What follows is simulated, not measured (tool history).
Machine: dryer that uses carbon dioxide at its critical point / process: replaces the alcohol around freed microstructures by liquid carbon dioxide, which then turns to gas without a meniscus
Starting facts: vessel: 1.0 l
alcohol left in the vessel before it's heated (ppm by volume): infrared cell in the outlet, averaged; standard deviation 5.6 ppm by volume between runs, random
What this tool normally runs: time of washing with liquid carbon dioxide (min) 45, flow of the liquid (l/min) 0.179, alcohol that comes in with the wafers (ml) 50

run	hour	time of washing with liquid carbon dioxide (min)	flow of the liquid (l/min)	alcohol that comes in with the wafers (ml)	alcohol left in the vessel before it's heated (ppm by volume)
1	0	45	0.179	50	298
2	13.8	43	0.179	50	377
3	23.6	43	0.179	50	378
4	39.2	45	0.179	50	332
5	52.9	45	0.179	50	342
6	62	45	0.179	50	339
7	76.2	45	0.179	50	346
8	90	45	0.179	50	349
9	99.1	55	0.179	50	137
10	107.2	45	0.194	50	242
11	124.5	45	0.194	50	259
12	137.1	45	0.179	50	389
13	144.9	45	0.276	112	78
# hour 147.2: inlet filter changed
14	158.7	45	0.193	57	150
15	168	29	0.193	84	1657
16	175.2	29	0.193	84	1680
17	183.1	58	0.161	30	76
18	195.9	49	0.125	64	1025
19	212.4	66	0.244	25	48
20	222.7	66	0.244	25	38
21	230	66	0.244	25	33
22	239.2	70	0.147	50	84
23	250.1	63	0.209	47	40

Same runs, no hidden state in the tool, same run-to-run variation:
Hidden state present: flow that reaches the vessel past the clogged filter, %; alcohol in the recycled carbon dioxide, ppm; drift of the gauge itself on alcohol_ppm, %.
run	alcohol left in the vessel before it's heated (ppm by volume)
1	160
2	209
3	205
4	170
5	173
6	170
7	164
8	161
9	47
10	96
11	105
12	163
13	15
14	113
15	1557
16	1566
17	38
18	915
19	15
20	2
21	0
22	41
23	3
